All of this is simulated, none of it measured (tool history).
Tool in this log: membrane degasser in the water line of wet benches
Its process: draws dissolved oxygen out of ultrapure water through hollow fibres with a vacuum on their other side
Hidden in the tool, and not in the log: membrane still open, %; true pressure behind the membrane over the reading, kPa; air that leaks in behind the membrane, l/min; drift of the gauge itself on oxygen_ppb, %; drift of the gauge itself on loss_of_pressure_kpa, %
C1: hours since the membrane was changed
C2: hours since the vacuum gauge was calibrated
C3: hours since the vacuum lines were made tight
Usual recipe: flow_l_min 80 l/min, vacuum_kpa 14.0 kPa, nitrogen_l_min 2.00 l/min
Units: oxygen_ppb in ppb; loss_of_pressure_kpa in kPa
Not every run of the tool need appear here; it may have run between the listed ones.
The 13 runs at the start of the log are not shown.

At hour 468.1: seals of the vacuum lines changed.
Run 14, hour 499.0: usual settings; C1 2636; C2 2101; C3 31. Result: oxygen_ppb 806.3 ppb, loss_of_pressure_kpa 30.46 kPa.
Run 15, hour 546.5: usual settings; C1 2683; C2 2148; C3 78. Result: oxygen_ppb 806.5 ppb, loss_of_pressure_kpa 30.35 kPa.
Run 16, hour 588.1: usual settings; C1 2725; C2 2190; C3 120. Result: oxygen_ppb 808.7 ppb, loss_of_pressure_kpa 30.43 kPa.
Run 17, hour 610.5: usual settings; C1 2747; C2 2212; C3 142. Result: oxygen_ppb 808.8 ppb, loss_of_pressure_kpa 30.54 kPa.
Run 18, hour 651.8: usual settings; C1 2789; C2 2254; C3 184. Result: oxygen_ppb 808.5 ppb, loss_of_pressure_kpa 30.51 kPa.
Run 19, hour 676.4: usual settings; C1 2813; C2 2278; C3 208. Result: oxygen_ppb 807.6 ppb, loss_of_pressure_kpa 30.36 kPa.
Run 20, hour 712.9: usual settings but flow_l_min 49 l/min, vacuum_kpa 8.5 kPa; C1 2850; C2 2315; C3 245. Result: oxygen_ppb 276.2 ppb, loss_of_pressure_kpa 18.51 kPa.
Run 21, hour 760.8: usual settings but flow_l_min 60 l/min, vacuum_kpa 18.6 kPa, nitrogen_l_min 0.96 l/min; C1 2898; C2 2363; C3 293. Result: oxygen_ppb 1500.0 ppb, loss_of_pressure_kpa 22.81 kPa.
Run 22, hour 797.4: usual settings but nitrogen_l_min 1.58 l/min; C1 2934; C2 2399; C3 329. Result: oxygen_ppb 958.5 ppb, loss_of_pressure_kpa 30.44 kPa.
Run 23, hour 825.7: usual settings but nitrogen_l_min 1.58 l/min; C1 2962; C2 2428; C3 358. Result: oxygen_ppb 955.8 ppb, loss_of_pressure_kpa 30.36 kPa.
Run 24, hour 876.6: usual settings but nitrogen_l_min 1.58 l/min; C1 3013; C2 2478; C3 408. Result: oxygen_ppb 960.1 ppb, loss_of_pressure_kpa 30.35 kPa.
Run 25, hour 917.3: usual settings but nitrogen_l_min 1.58 l/min; C1 3054; C2 2519; C3 449. Result: oxygen_ppb 959.8 ppb, loss_of_pressure_kpa 30.49 kPa.
Run 26, hour 956.7: usual settings but vacuum_kpa 17.4 kPa; C1 3093; C2 2559; C3 489. Result: oxygen_ppb 1034.7 ppb, loss_of_pressure_kpa 30.43 kPa.
Run 27, hour 987.4: usual settings but flow_l_min 75 l/min, vacuum_kpa 9.3 kPa, nitrogen_l_min 4.67 l/min; C1 3124; C2 2589; C3 519. Result: oxygen_ppb 224.9 ppb, loss_of_pressure_kpa 28.50 kPa.

What will run 28 give?
Run 28, hour 1023.0: usual settings but vacuum_kpa 12.3 kPa, nitrogen_l_min 2.76 l/min; C1 3160; C2 2625; C3 555. Result: oxygen_ppb ?, loss_of_pressure_kpa ?.

oxygen_ppb: 540.3 ppb
loss_of_pressure_kpa: 30.39 kPa
On a tool with no hidden condition, and with the same random variation, this run would have come out at oxygen_ppb 536.6 ppb, loss_of_pressure_kpa 30.38 kPa.
